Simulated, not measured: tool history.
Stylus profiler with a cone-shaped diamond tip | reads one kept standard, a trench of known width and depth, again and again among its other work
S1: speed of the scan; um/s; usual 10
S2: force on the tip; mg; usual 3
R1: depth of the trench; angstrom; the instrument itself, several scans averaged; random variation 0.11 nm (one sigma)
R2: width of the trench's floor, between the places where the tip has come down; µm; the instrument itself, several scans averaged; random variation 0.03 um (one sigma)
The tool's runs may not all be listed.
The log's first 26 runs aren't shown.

{"run": 27, "hour": 2702.7, "S1": 20, "S2": 1.21, "R1": 2017.9, "R2": 97.88}
{"run": 28, "hour": 2786.7, "S1": 20, "S2": 1.21, "R1": 2018.4, "R2": 97.86}
{"run": 29, "hour": 2888.0, "S1": 20, "S2": 1.21, "R1": 2021.2, "R2": 97.9}
{"run": 30, "hour": 3001.6, "S1": 20, "S2": 1.21, "R1": 2021.9, "R2": 97.88}
{"run": 31, "hour": 3106.4, "S1": 20, "S2": 1.21, "R1": 2020.5, "R2": 97.86}
{"hour": 3213.0, "done": "height scale calibrated on a step standard"}
{"run": 32, "hour": 3231.7, "S1": 20, "S2": 1.21, "R1": 2018.5, "R2": 97.87}
{"hour": 3335.6, "done": "new tip fitted, height scale calibrated"}
{"run": 33, "hour": 3342.9, "S1": 2, "S2": 3.95, "R1": 2045.9, "R2": 97.98}
{"run": 34, "hour": 3402.6, "S1": 2, "S2": 3.95, "R1": 2048.3, "R2": 98.04}
{"run": 35, "hour": 3533.5, "S1": 2, "S2": 3.95, "R1": 2044.2, "R2": 98.02}
{"run": 36, "hour": 3634.7, "S1": 2, "S2": 5.33, "R1": 2055.7, "R2": 98.03}
{"run": 37, "hour": 3725.4, "S1": 32, "S2": 1.32, "R1": 2021.1, "R2": 97.83}
{"run": 38, "hour": 3842.5, "S1": 18, "S2": 3, "R1": 2038.1, "R2": 97.99}
{"run": 39, "hour": 3951.9, "S1": 24, "S2": 3.41, "R1": 2039.9, "R2": 97.96}
{"run": 40, "hour": 4060.3, "S1": 24, "S2": 3.41, "R1": 2038.9, "R2": 97.93}
{"run": 41, "hour": 4121.8, "S1": 6, "S2": 2.15, "R1": 2029, "R2": 98.02}
{"run": 42, "hour": 4223.6, "S1": 15, "S2": 4.3, "R1": 2049.1, "R2": 97.9}
{"run": 43, "hour": 4366.0, "S1": 5, "S2": 7.16, "R1": 2068.4, "R2": 97.98}
{"run": 44, "hour": 4496.8, "S1": 17, "S2": 5.46, "R1": 2055.5, "R2": 97.95}
{"run": 45, "hour": 4590.7, "S1": 4, "S2": 1.38, "R1": 2023.7, "R2": 97.98}

Forecast each of these 3 alternatives for the next run:
{"run": "A", "hour": 4672.9, "S1": 3, "S2": 5.94, "R1": "?", "R2": "?"}
{"run": "B", "hour": 4672.9, "S1": 4, "S2": 3.86, "R1": "?", "R2": "?"}
{"run": "C", "hour": 4672.9, "S1": 17, "S2": 1.38, "R1": "?", "R2": "?"}

run=A R1=2058.9 R2=98.02
run=B R1=2046.7 R2=98.02
run=C R1=2021.5 R2=97.9
Without the tool's hidden state the same runs would have given:
run=A R1=2059 R2=98.03
run=B R1=2046.8 R2=98.02
run=C R1=2021.5 R2=97.91
